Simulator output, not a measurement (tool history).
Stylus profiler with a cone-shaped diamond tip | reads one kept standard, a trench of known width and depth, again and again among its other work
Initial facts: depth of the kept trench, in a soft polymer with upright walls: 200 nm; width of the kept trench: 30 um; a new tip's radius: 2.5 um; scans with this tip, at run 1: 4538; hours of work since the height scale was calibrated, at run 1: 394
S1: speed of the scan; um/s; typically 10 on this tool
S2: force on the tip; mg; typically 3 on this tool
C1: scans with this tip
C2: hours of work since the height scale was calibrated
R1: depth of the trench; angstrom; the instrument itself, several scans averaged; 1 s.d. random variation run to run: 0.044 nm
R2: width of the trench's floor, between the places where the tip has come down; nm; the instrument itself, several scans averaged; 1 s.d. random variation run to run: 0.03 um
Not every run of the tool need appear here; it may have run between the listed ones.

run,hour,S1,S2,C1,C2,R1,R2
1,0,10,3,4538,394,2013.4,27600
2,50.8,10,3,4807,417,2013.2,27560
3,108.9,10,3,5117,444,2013.1,27600
4,190.8,10,3,5552,482,2012.5,27500
5,285.5,10,3,6055,526,2012.7,27460
6,385.1,3,3,6584,572,2012.6,27480
7,480.9,5,4.29,7093,616,2015.8,27450
8,554.3,25,1.7,7484,650,2007.1,27240
9,657,25,1.7,8030,697,2006.4,27210
10,730.5,17,2.92,8420,731,2011.1,27310
11,795.4,7,5.85,8765,761,2019.8,27350
12,851.6,39,1.21,9064,787,2004.9,27070

Below, some changes in R1 between adjacent runs. For each, the amount present without the hidden state too (settings, incoming material, random variation) and the amount remaining for the hidden state with gauge scatter not shared by both compared results:
The hidden state here: radius of the tip, um; height scale over the true one, %; drift of the gauge itself on depth_nm, %; drift of the gauge itself on floor_um, %.
Run 8 -> 9: nothing adjusted, nothing logged. R1 -0.7 angstrom: hidden state -0.3, all else -0.4.
Run 11 -> 12: S1 7 -> 39, S2 5.85 -> 1.21. R1 -14.9 angstrom: hidden state -0.2, all else -14.7.
